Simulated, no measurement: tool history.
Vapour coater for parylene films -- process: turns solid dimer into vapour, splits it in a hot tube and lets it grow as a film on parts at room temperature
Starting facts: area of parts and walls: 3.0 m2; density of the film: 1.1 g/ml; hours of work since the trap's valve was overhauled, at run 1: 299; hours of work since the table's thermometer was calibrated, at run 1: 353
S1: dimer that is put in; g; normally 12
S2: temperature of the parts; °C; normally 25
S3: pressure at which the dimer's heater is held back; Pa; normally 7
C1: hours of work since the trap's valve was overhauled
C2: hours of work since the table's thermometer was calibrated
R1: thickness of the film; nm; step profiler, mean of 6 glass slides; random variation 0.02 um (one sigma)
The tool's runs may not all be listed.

run,hour,S1,S2,S3,C1,C2,R1
1,0,12,25,7,299,353,2700
2,33.8,12,18,7,320,373,3260
3,65.7,12,18,7,339,392,3310
4,91.4,12,35,7,355,408,2070
5,131.5,12,35,7,379,432,2060
6,169.1,12,35,7,401,455,2030
7,205.2,7,25,7,423,477,1570
8,224.7,7,25,7,435,488,1580
9,266.2,12,18,3.05,460,513,3470
10,285.7,12,17,6.36,472,525,3410
11,324.3,14,22,6.36,495,548,3470
12,362.5,12,25,4.54,518,572,2780
13,386.1,12,24,2.42,532,586,3030
14,408.4,19,28,3.12,546,599,4190

4 ways to go on from here, each from the tool as it stands after run 14. What would each give?
# hour 439.5: trap's valve overhauled
A,453.1,6,28,3.21,8,624,?
# hour 439.5: trap's valve overhauled
B,453.1,8,21,4.47,8,624,?
# hour 439.5: trap's valve overhauled
C,453.1,9,32,8.55,8,624,?
# hour 439.5: trap's valve overhauled
D,453.1,19,19,6.64,8,624,?

run,R1
A,1360
B,2050
C,1660
D,5040
The same runs, with their run-to-run variation unchanged, on a tool lacking any hidden condition would have given:
run,R1
A,1360
B,2050
C,1660
D,5040
